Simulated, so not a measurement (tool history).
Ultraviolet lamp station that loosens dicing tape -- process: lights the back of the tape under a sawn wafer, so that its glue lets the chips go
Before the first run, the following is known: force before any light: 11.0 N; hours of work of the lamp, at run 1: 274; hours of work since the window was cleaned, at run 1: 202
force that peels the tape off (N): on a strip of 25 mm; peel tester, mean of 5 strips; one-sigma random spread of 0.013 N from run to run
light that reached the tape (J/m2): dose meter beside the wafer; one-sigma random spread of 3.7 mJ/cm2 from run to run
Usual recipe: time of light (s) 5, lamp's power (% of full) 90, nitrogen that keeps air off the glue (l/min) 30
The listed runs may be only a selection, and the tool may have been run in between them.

run     day  time of light (s)  lamp's power (% of full)  nitrogen that keeps air off the glue (l/min)  hours of work of the lamp  hours of work since the window was cleaned  force that peels the tape off (N)  light that reached the tape (J/m2)
  1       0                  5                        90                                            30                        274                                         202                              0.793                                5570
  2   0.408                  5                        90                                            12                        281                                         209                              1.388                                5550
  3   0.825                  5                        90                                            12                        288                                         216                              1.419                                5580
  4   1.383                  5                        90                                            12                        298                                         226                              1.417                                5490
  5       2                  5                        90                                            12                        309                                         237                              1.427                                5470
  6   2.517                  5                        90                                            12                        318                                         246                              1.401                                5430
  7   2.862                  5                        90                                            12                        324                                         252                               1.44                                5480
  8   3.154                  4                        90                                            30                        330                                         257                              1.396                                4360
  9   3.475                  4                        90                                            30                        335                                         263                              1.333                                4320
 10   4.083                  5                        90                                            30                        346                                         274                              0.869                                5430
 11   4.617                  5                        90                                            30                        355                                         283                              0.893                                5370
 12   4.988                  5                        90                                            30                        362                                         289                              0.874                                5390
 13   5.308                  5                        90                                            30                        367                                         295                              0.896                                5360
 14   5.767                  5                        90                                            30                        376                                         303                              0.919                                5370
 15   6.179                  5                        90                                            30                        383                                         310                              0.913                                5280
 16   6.621                  5                        90                                            30                        391                                         318                              0.907                                5250
 17   7.221                  5                        90                                            30                        401                                         329                              0.933                                5270
      7.279  -- window cleaned of glue's vapour
 18    7.65                  9                        90                                            30                        408                                           7                              0.216                                8890
 19   8.129                  5                        90                                            30                        417                                          15                              1.022                                5000
 20   8.596                  5                        90                                            30                        425                                          23                              1.026                                5000
 21   8.867                  5                        90                                            30                        430                                          28                              1.061                                4940
      9.158  -- window cleaned of glue's vapour, once more
 22   9.329                  5                        90                                            16                        438                                           3                              1.154                                5650
 23   9.904                  4                        82                                            43                        448                                          13                               1.35                                4120
 24  10.408                  5                        90                                            30                        457                                          22                              0.785                                5550
 25  10.696                  5                        90                                            30                        462                                          27                              0.795                                5640
 26  11.104                  4                        90                                            30                        469                                          34                              1.316                                4420
 27  11.708                  5                        73                                            17                        480                                          45                              1.695                                4500
 28  12.017                  5                        73                                            17                        485                                          50                              1.696                                4480
 29  12.354                  5                        73                                            17                        491                                          56                              1.722                                4510
 30  12.688                  2                        74                                            50                        497                                          62                              4.321                                1820
 31  13.117                  9                        97                                            21                        504                                          70                              0.179                               10530
 32  13.442                  3                        72                                            10                        510                                          75                              4.303                                2640
 33  13.896                  5                        84                                            13                        518                                          83                              1.529                                5160
 34  14.204                  7                        70                                            35                        524                                          89                              0.647                                5930
 35  14.546                  7                        70                                            35                        530                                          95                              0.639                                5870
 36   15.15                  5                        91                                            26                        540                                         106                              0.902                                5380
 37  15.596                  9                        81                                            28                        548                                         113                              0.248                                8680
 38   16.05                  4                        64                                            41                        556                                         121                              2.314                                3040
 39  16.425                  4                        64                                            41                        563                                         128                              2.296                                3040
 40  16.867                  8                        98                                            10                        571                                         136                              0.472                                9420
 41  17.221                  6                        66                                            32                        577                                         142                              1.205                                4620
 42  17.829                  4                        90                                            29                        587                                         153                              1.499                                4270
 43  18.383                  4                        90                                            29                        597                                         163                              1.515                                4180

Pick out some run-to-run changes in force that peels the tape off (N). Of each, how much would a tool without hidden state show as well, from the settings, what came in and chance, and how much is left for the hidden state and any gauge scatter not in both results compared?
The tool's hidden condition here consists of: lamp's light, % of a new lamp's; light that the window lets through, % of a clean one's; drift of the gauge itself on peel_n, %; drift of the gauge itself on dose_mj_cm2, %.
Run 30 -> 31: time of light (s) 2 -> 9, lamp's power (% of full) 74 -> 97, nitrogen that keeps air off the glue (l/min) 50 -> 21. force that peels the tape off (N) -4.142: hidden state -0.466, all else -3.676.
Run 31 -> 32: time of light (s) 9 -> 3, lamp's power (% of full) 97 -> 72, nitrogen that keeps air off the glue (l/min) 21 -> 10. force that peels the tape off (N) +4.124: hidden state +0.472, all else +3.652.
Run 32 -> 33: time of light (s) 3 -> 5, lamp's power (% of full) 72 -> 84, nitrogen that keeps air off the glue (l/min) 10 -> 13. force that peels the tape off (N) -2.774: hidden state -0.161, all else -2.613.
Run 37 -> 38: time of light (s) 9 -> 4, lamp's power (% of full) 81 -> 64, nitrogen that keeps air off the glue (l/min) 28 -> 41. force that peels the tape off (N) +2.066: hidden state +0.427, all else +1.639.
